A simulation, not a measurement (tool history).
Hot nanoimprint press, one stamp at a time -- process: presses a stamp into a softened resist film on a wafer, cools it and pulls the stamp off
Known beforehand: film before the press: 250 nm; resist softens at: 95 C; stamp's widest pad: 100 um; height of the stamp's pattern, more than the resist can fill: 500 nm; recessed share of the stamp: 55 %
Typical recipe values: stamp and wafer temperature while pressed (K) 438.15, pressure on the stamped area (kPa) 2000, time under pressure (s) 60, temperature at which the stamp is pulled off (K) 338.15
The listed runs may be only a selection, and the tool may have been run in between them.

run,day,stamp and wafer temperature while pressed (K),pressure on the stamped area (kPa),time under pressure (s),temperature at which the stamp is pulled off (K),resist left under the stamp's widest pad (angstrom),greatest force while the stamp is pulled off (N)
1,0,438.15,2000,60,338.15,1378,99
2,2.242,438.15,2000,60,338.15,1380,102
# day 2.779: stamp cleaned and given a new release coat
3,4.788,438.15,2000,60,338.15,1390,104
4,6.896,438.15,2000,37,338.15,1600,98
5,8.754,438.15,2000,37,338.15,1599,103
6,10.9,438.15,2000,60,338.15,1379,106
7,12.829,438.15,2000,60,338.15,1379,100
8,14.433,438.15,2000,60,338.15,1369,106
9,16.312,438.15,2000,60,338.15,1376,100
10,17.404,438.15,2000,60,338.15,1377,102
11,19.142,438.15,2000,60,325.15,1377,143
12,21.038,438.15,2000,60,325.15,1395,140
13,22.392,438.15,2000,60,324.15,1388,149
14,24.338,438.15,2000,60,345.15,1385,81
15,26.017,438.15,2000,60,345.15,1392,84
16,27.496,438.15,1430,102,339.15,1359,99
17,28.508,438.15,1430,102,339.15,1349,100
18,30.333,427.15,1930,55,325.15,1960,144
19,32.196,427.15,1930,55,325.15,1935,138
20,33.15,438.15,2780,76,336.15,1091,111
21,34.579,438.15,2780,76,336.15,1103,110
22,36.425,438.15,2780,76,336.15,1093,108
23,37.421,438.15,2780,76,336.15,1088,105
24,39.067,433.15,2000,35,338.15,1833,102
25,40.125,438.15,2000,39,342.15,1571,94
26,42.254,438.15,1320,60,338.15,1636,100
# day 44.158: plate thermocouple calibrated
27,44.712,429.15,1740,89,338.15,1737,104
# day 45.146: stamp cleaned and given a new release coat
28,46.538,431.15,1980,60,338.15,1712,101
29,48.9,438.15,2450,75,346.15,1170,75
30,51.196,438.15,2000,62,336.15,1369,109

Branching from run 30: 3 alternative next runs. What would each branch give?
A,52.962,443.15,1710,60,336.15,?,?
B,52.962,438.15,2960,52,338.15,?,?
C,52.962,438.15,2000,62,330.15,?,?

run,resist left under the stamp's widest pad (angstrom),greatest force while the stamp is pulled off (N)
A,1272,110
B,1208,103
C,1365,126
Stripped of hidden state, with their random variation kept, the same runs would have yielded:
run,resist left under the stamp's widest pad (angstrom),greatest force while the stamp is pulled off (N)
A,1271,110
B,1207,103
C,1364,126

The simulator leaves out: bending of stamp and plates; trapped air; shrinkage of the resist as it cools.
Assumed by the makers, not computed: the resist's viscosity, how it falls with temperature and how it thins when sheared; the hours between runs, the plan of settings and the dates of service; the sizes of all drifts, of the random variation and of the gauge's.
